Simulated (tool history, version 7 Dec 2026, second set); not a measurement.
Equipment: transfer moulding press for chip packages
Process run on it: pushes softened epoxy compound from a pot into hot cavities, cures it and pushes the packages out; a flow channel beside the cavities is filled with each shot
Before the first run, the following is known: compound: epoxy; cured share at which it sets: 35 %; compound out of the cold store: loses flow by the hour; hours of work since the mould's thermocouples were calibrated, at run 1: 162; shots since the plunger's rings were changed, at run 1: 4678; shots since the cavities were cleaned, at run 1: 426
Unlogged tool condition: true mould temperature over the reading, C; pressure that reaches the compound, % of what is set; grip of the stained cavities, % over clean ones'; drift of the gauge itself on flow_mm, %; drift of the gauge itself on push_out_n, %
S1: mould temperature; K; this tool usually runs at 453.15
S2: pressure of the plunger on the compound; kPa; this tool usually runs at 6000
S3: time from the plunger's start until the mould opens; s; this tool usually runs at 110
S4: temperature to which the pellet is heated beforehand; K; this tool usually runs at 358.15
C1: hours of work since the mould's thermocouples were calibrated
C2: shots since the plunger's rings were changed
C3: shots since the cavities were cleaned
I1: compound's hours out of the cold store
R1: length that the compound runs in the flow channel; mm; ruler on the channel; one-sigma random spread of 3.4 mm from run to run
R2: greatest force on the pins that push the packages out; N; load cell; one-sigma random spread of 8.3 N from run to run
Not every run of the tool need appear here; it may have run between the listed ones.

| run | hour | S1 | S2 | S3 | S4 | C1 | C2 | C3 | I1 | R1 | R2 |
|---|---|---|---|---|---|---|---|---|---|---|---|
| 1 | 0.0 | 453.15 | 6000 | 110 | 358.15 | 162 | 4678 | 426 | 9.0 | 559 | 525 |
|  | 3.1 | cavities cleaned with cleaning compound and waxed |
| 2 | 17.2 | 453.15 | 6000 | 110 | 358.15 | 170 | 4792 | 103 | 12.9 | 541 | 412 |
| 3 | 35.2 | 453.15 | 6000 | 110 | 358.15 | 178 | 4924 | 235 | 28.8 | 511 | 443 |
| 4 | 43.9 | 453.15 | 6000 | 110 | 350.15 | 182 | 4987 | 298 | 43.9 | 484 | 460 |
| 5 | 60.3 | 453.15 | 6000 | 110 | 350.15 | 190 | 5107 | 418 | 28.6 | 505 | 506 |
|  | 63.4 | cavities cleaned with cleaning compound and waxed |
| 6 | 71.7 | 453.15 | 6000 | 110 | 350.15 | 194 | 5179 | 61 | 26.4 | 512 | 409 |
| 7 | 83.3 | 453.15 | 6000 | 110 | 350.15 | 200 | 5264 | 146 | 10.4 | 548 | 446 |
| 8 | 93.0 | 453.15 | 6000 | 110 | 350.15 | 204 | 5335 | 217 | 11.4 | 541 | 464 |
| 9 | 103.8 | 460.15 | 6000 | 110 | 350.15 | 209 | 5414 | 296 | 37.6 | 472 | 468 |
| 10 | 113.8 | 460.15 | 6000 | 110 | 350.15 | 214 | 5486 | 368 | 46.0 | 458 | 483 |
|  | 123.8 | cavities cleaned with cleaning compound and waxed |
| 11 | 123.8 | 460.15 | 6000 | 110 | 350.15 | 218 | 5549 | 0 | 36.4 | 476 | 342 |
| 12 | 138.8 | 460.15 | 6000 | 110 | 350.15 | 225 | 5658 | 109 | 26.1 | 493 | 385 |
|  | 141.8 | mould's thermocouples calibrated |
| 13 | 153.3 | 453.15 | 6000 | 110 | 365.15 | 5 | 5750 | 201 | 28.6 | 494 | 441 |
| 14 | 172.8 | 453.15 | 6000 | 110 | 365.15 | 14 | 5892 | 343 | 20.6 | 519 | 502 |
|  | 186.7 | cavities cleaned with cleaning compound and waxed |
| 15 | 193.6 | 453.15 | 6000 | 110 | 365.15 | 23 | 6033 | 50 | 16.8 | 514 | 380 |
| 16 | 203.4 | 453.15 | 6000 | 110 | 365.15 | 28 | 6105 | 122 | 21.6 | 509 | 422 |
|  | 207.2 | plunger's sealing rings changed |
|  | 216.2 | mould's thermocouples calibrated, once more |
| 17 | 216.2 | 453.15 | 6000 | 110 | 365.15 | 0 | 51 | 183 | 9.4 | 602 | 449 |
| 18 | 232.4 | 453.15 | 5930 | 110 | 356.15 | 8 | 168 | 300 | 33.4 | 548 | 477 |
| 19 | 242.2 | 458.15 | 6030 | 133 | 361.15 | 12 | 240 | 372 | 27.4 | 547 | 472 |
|  | 251.2 | cavities cleaned with cleaning compound and waxed |
| 20 | 254.4 | 458.15 | 6030 | 133 | 361.15 | 17 | 318 | 23 | 45.4 | 511 | 358 |
| 21 | 274.2 | 451.15 | 5070 | 110 | 358.15 | 26 | 463 | 168 | 25.6 | 525 | 465 |
| 22 | 292.6 | 459.15 | 6790 | 99 | 354.15 | 35 | 597 | 302 | 41.5 | 550 | 450 |
| 23 | 305.8 | 453.15 | 6000 | 128 | 367.15 | 41 | 693 | 398 | 40.3 | 534 | 490 |
|  | 312.3 | cavities cleaned with cleaning compound and waxed |
| 24 | 316.7 | 454.15 | 5610 | 128 | 367.15 | 45 | 762 | 32 | 12.5 | 571 | 341 |
| 25 | 334.0 | 457.15 | 6170 | 103 | 350.15 | 54 | 889 | 159 | 14.7 | 582 | 407 |
| 26 | 353.8 | 457.15 | 6170 | 103 | 350.15 | 63 | 1034 | 304 | 36.8 | 530 | 456 |
| 27 | 365.6 | 453.15 | 6000 | 110 | 355.15 | 68 | 1119 | 389 | 12.2 | 595 | 516 |

4 ways to go on from here, each from the tool as it stands after run 27. What would each give?
|  | 372.3 | cavities cleaned with cleaning compound and waxed |
| A | 380.2 | 460.15 | 6000 | 110 | 351.15 | 74 | 1215 | 58 | 16.8 | ? | ? |
|  | 372.3 | cavities cleaned with cleaning compound and waxed |
| B | 380.2 | 459.15 | 6190 | 124 | 358.15 | 74 | 1215 | 58 | 24.5 | ? | ? |
|  | 372.3 | cavities cleaned with cleaning compound and waxed |
| C | 380.2 | 453.15 | 5230 | 126 | 367.15 | 74 | 1215 | 58 | 46.1 | ? | ? |
|  | 372.3 | cavities cleaned with cleaning compound and waxed |
| D | 380.2 | 459.15 | 6020 | 110 | 362.15 | 74 | 1215 | 58 | 42.8 | ? | ? |

| run | R1 | R2 |
|---|---|---|
| A | 555 | 365 |
| B | 550 | 363 |
| C | 478 | 349 |
| D | 508 | 364 |
The same runs, with their run-to-run variation unchanged, on a tool lacking any hidden condition would have given:
| run | R1 | R2 |
|---|---|---|
| A | 569 | 341 |
| B | 564 | 338 |
| C | 490 | 325 |
| D | 520 | 339 |
